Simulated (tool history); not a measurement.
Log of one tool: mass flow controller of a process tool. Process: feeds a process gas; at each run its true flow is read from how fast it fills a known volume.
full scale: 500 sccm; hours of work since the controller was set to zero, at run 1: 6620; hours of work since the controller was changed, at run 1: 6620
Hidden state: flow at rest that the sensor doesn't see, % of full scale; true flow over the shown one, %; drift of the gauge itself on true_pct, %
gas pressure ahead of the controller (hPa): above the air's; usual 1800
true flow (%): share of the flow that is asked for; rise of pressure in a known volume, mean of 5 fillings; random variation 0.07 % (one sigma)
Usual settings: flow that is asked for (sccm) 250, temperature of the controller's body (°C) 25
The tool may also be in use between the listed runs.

| run | hour | flow that is asked for (sccm) | gas pressure ahead of the controller (hPa) | temperature of the controller's body (°C) | hours of work since the controller was set to zero | hours of work since the controller was changed | true flow (%) |
|---|---|---|---|---|---|---|---|
| 1 | 0.0 | 250 | 1800 | 25 | 6620 | 6620 | 101.17 |
| 2 | 186.0 | 123 | 1800 | 25 | 6736 | 6736 | 103.40 |
| 3 | 368.1 | 123 | 1800 | 25 | 6850 | 6850 | 103.57 |
| 4 | 548.9 | 123 | 1800 | 25 | 6963 | 6963 | 103.53 |
| 5 | 916.5 | 123 | 1960 | 25 | 7193 | 7193 | 103.58 |
| 6 | 1109.8 | 153 | 1800 | 25 | 7314 | 7314 | 102.79 |
| 7 | 1303.0 | 250 | 1800 | 25 | 7435 | 7435 | 101.53 |
| 8 | 1560.3 | 250 | 1800 | 25 | 7596 | 7596 | 101.48 |
| 9 | 1761.7 | 250 | 1800 | 25 | 7722 | 7722 | 101.53 |
| 10 | 2031.5 | 66 | 1800 | 25 | 7891 | 7891 | 108.93 |
| 11 | 2358.8 | 66 | 1800 | 25 | 8096 | 8096 | 109.15 |
| 12 | 2511.7 | 231 | 1800 | 25 | 8192 | 8192 | 101.78 |
|  | 2801.4 | controller's zero set anew |
| 13 | 2843.4 | 418 | 1800 | 28 | 26 | 8399 | 99.41 |
| 14 | 3034.1 | 56 | 2670 | 39 | 146 | 8519 | 99.02 |
| 15 | 3239.8 | 147 | 1550 | 33 | 274 | 8647 | 98.73 |
| 16 | 3423.9 | 147 | 1550 | 33 | 390 | 8762 | 98.86 |
| 17 | 3676.5 | 78 | 1800 | 25 | 548 | 8921 | 98.85 |
| 18 | 3856.8 | 500 | 1990 | 22 | 661 | 9033 | 99.55 |
| 19 | 4229.1 | 500 | 1990 | 22 | 894 | 9266 | 99.53 |
| 20 | 4532.3 | 232 | 2650 | 22 | 1083 | 9456 | 99.11 |
| 21 | 4800.0 | 232 | 2650 | 22 | 1251 | 9624 | 99.16 |
| 22 | 5010.3 | 292 | 2170 | 25 | 1382 | 9755 | 99.22 |
| 23 | 5187.2 | 292 | 2170 | 25 | 1493 | 9866 | 99.14 |

Measured less the same run without the tool's hidden state. The same run-to-run variation is in both; the gauge's scatter may not be:
| run | true flow (%) |
|---|---|
| 1 | +1.94 |
| 2 | +4.46 |
| 3 | +4.53 |
| 4 | +4.60 |
| 5 | +4.76 |
| 6 | +3.79 |
| 7 | +2.17 |
| 8 | +2.23 |
| 9 | +2.26 |
| 10 | +10.15 |
| 11 | +10.45 |
| 12 | +2.64 |
| 13 | -0.53 |
| 14 | -0.27 |
| 15 | -0.37 |
| 16 | -0.31 |
| 17 | +0.08 |
| 18 | -0.46 |
| 19 | -0.44 |
| 20 | -0.19 |
| 21 | -0.14 |
| 22 | -0.20 |
| 23 | -0.18 |

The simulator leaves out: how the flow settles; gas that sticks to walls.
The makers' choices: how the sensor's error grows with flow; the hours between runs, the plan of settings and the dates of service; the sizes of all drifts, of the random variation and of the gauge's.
